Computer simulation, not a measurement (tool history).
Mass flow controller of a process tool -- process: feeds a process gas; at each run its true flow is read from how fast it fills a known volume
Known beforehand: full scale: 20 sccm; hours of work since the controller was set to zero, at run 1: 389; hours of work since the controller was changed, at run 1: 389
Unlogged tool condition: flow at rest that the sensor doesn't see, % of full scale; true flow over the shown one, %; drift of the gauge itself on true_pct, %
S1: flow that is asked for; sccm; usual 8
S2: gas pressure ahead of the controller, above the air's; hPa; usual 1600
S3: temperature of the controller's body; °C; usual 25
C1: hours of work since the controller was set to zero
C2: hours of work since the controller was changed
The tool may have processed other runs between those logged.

{"run": 1, "day": 0.0, "S1": 8, "S2": 1600, "S3": 25, "C1": 389, "C2": 389, "true flow (%)": 98.11}
{"run": 2, "day": 8.775, "S1": 8, "S2": 1600, "S3": 25, "C1": 458, "C2": 458, "true flow (%)": 98.17}
{"run": 3, "day": 19.638, "S1": 8, "S2": 1600, "S3": 25, "C1": 543, "C2": 543, "true flow (%)": 98.16}
{"run": 4, "day": 26.538, "S1": 13, "S2": 1600, "S3": 25, "C1": 597, "C2": 597, "true flow (%)": 99.1}
{"run": 5, "day": 34.275, "S1": 13, "S2": 1600, "S3": 25, "C1": 657, "C2": 657, "true flow (%)": 98.97}
{"run": 6, "day": 44.533, "S1": 13, "S2": 1600, "S3": 25, "C1": 737, "C2": 737, "true flow (%)": 98.99}
{"run": 7, "day": 55.104, "S1": 8, "S2": 1600, "S3": 25, "C1": 820, "C2": 820, "true flow (%)": 98.13}
{"day": 55.95, "done": "controller's zero set anew"}
{"run": 8, "day": 60.496, "S1": 8, "S2": 1600, "S3": 25, "C1": 36, "C2": 862, "true flow (%)": 97.85}
{"run": 9, "day": 66.729, "S1": 8, "S2": 1600, "S3": 25, "C1": 84, "C2": 910, "true flow (%)": 97.94}
{"run": 10, "day": 75.775, "S1": 8, "S2": 1470, "S3": 25, "C1": 155, "C2": 981, "true flow (%)": 97.83}
{"run": 11, "day": 86.675, "S1": 8, "S2": 1600, "S3": 25, "C1": 240, "C2": 1066, "true flow (%)": 97.83}
{"day": 91.779, "done": "controller's zero set anew, once more"}
{"run": 12, "day": 92.512, "S1": 8, "S2": 1600, "S3": 25, "C1": 6, "C2": 1111, "true flow (%)": 98.58}
{"run": 13, "day": 99.95, "S1": 4, "S2": 2560, "S3": 35, "C1": 64, "C2": 1169, "true flow (%)": 96.71}
{"run": 14, "day": 109.612, "S1": 5, "S2": 2470, "S3": 25, "C1": 139, "C2": 1245, "true flow (%)": 97.4}
{"run": 15, "day": 115.179, "S1": 15, "S2": 1540, "S3": 25, "C1": 183, "C2": 1288, "true flow (%)": 99.72}
{"run": 16, "day": 120.379, "S1": 4, "S2": 2680, "S3": 30, "C1": 223, "C2": 1329, "true flow (%)": 96.71}
{"run": 17, "day": 129.758, "S1": 4, "S2": 2680, "S3": 30, "C1": 297, "C2": 1402, "true flow (%)": 96.7}
{"run": 18, "day": 138.225, "S1": 8, "S2": 2780, "S3": 24, "C1": 363, "C2": 1468, "true flow (%)": 97.78}
{"run": 19, "day": 148.279, "S1": 4, "S2": 1450, "S3": 23, "C1": 441, "C2": 1547, "true flow (%)": 97.99}
{"run": 20, "day": 154.417, "S1": 8, "S2": 1480, "S3": 25, "C1": 489, "C2": 1595, "true flow (%)": 98.66}
{"run": 21, "day": 159.896, "S1": 8, "S2": 1480, "S3": 25, "C1": 532, "C2": 1637, "true flow (%)": 98.66}
{"run": 22, "day": 169.171, "S1": 8, "S2": 1540, "S3": 25, "C1": 604, "C2": 1710, "true flow (%)": 98.66}
{"run": 23, "day": 173.929, "S1": 3, "S2": 2780, "S3": 35, "C1": 641, "C2": 1747, "true flow (%)": 95.81}
{"run": 24, "day": 181.796, "S1": 5, "S2": 1400, "S3": 21, "C1": 703, "C2": 1808, "true flow (%)": 98.42}

What if the next run were any one of these 4? Each begins from the tool's condition after run 24:
{"run": "A", "day": 192.075, "S1": 2, "S2": 2350, "S3": 22, "C1": 783, "C2": 1889, "true flow (%)": "?"}
{"run": "B", "day": 192.075, "S1": 17, "S2": 2200, "S3": 36, "C1": 783, "C2": 1889, "true flow (%)": "?"}
{"run": "C", "day": 192.075, "S1": 8, "S2": 2300, "S3": 25, "C1": 783, "C2": 1889, "true flow (%)": "?"}
{"run": "D", "day": 192.075, "S1": 3, "S2": 2450, "S3": 33, "C1": 783, "C2": 1889, "true flow (%)": "?"}

run=A true_flow_(%)=96.21
run=B true_flow_(%)=98.93
run=C true_flow_(%)=98.15
run=D true_flow_(%)=96.18
Without the tool's hidden state the same runs would have given:
run=A true_flow_(%)=97.2
run=B true_flow_(%)=98.63
run=C true_flow_(%)=98.04
run=D true_flow_(%)=96.68
